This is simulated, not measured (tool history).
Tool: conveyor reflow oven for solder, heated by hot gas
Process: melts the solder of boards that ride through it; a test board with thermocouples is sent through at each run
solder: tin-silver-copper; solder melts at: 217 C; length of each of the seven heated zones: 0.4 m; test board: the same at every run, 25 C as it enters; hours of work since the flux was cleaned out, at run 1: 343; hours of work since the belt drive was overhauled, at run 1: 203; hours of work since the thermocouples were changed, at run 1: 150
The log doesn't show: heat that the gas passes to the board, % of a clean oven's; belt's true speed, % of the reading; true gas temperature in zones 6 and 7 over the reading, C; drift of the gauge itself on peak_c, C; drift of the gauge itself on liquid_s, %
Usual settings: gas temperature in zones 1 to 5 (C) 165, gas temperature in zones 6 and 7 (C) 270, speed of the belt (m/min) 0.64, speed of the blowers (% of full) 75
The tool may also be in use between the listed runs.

run,day,gas temperature in zones 1 to 5 (C),gas temperature in zones 6 and 7 (C),speed of the belt (m/min),speed of the blowers (% of full),hours of work since the flux was cleaned out,hours of work since the belt drive was overhauled,hours of work since the thermocouples were changed,highest temperature of the board (C),time above the solder's melting point (s)
1,0,165,270,0.64,75,343,203,150,246.5,47.2
2,0.392,165,270,0.64,75,348,207,155,246.7,47
3,0.817,165,267,0.64,75,353,212,160,243.9,44.8
4,1.208,165,267,0.64,75,357,217,164,243.9,45.3
5,1.65,173,270,0.64,75,363,222,169,248.3,51.2
6,1.95,173,270,0.64,75,366,226,173,248.4,51.2
7,2.4,165,270,0.77,75,371,231,178,238.2,30.5
8,2.754,165,268,0.64,51,376,235,182,235.5,33.4
9,3.021,165,268,0.64,51,379,238,186,235.2,33.2
# day 3.254: flux residue cleaned out of gas plates and filters
10,3.588,165,268,0.64,51,4,242,190,238.9,37.8
11,4.046,165,270,0.64,75,9,248,195,250.1,51.1
12,4.35,165,276,0.659,75,13,251,199,253.8,52
13,4.717,157,285,0.64,84,17,256,203,264,57.8

4 ways to go on from here, each from the tool as it stands after run 13. What would each give?
A,5.075,165,259,0.64,75,21,260,207,?,?
B,5.075,158,270,0.64,75,21,260,207,?,?
C,5.075,157,272,0.64,75,21,260,207,?,?
D,5.075,176,277,0.64,88,21,260,207,?,?

run,highest temperature of the board (C),time above the solder's melting point (s)
A,240.8,42.9
B,248.8,47.9
C,250.1,48.6
D,261.3,62.4
Without the tool's hidden state the same runs would have given:
run,highest temperature of the board (C),time above the solder's melting point (s)
A,240.2,42.2
B,248.3,47.3
C,249.5,47.9
D,260.7,61.9
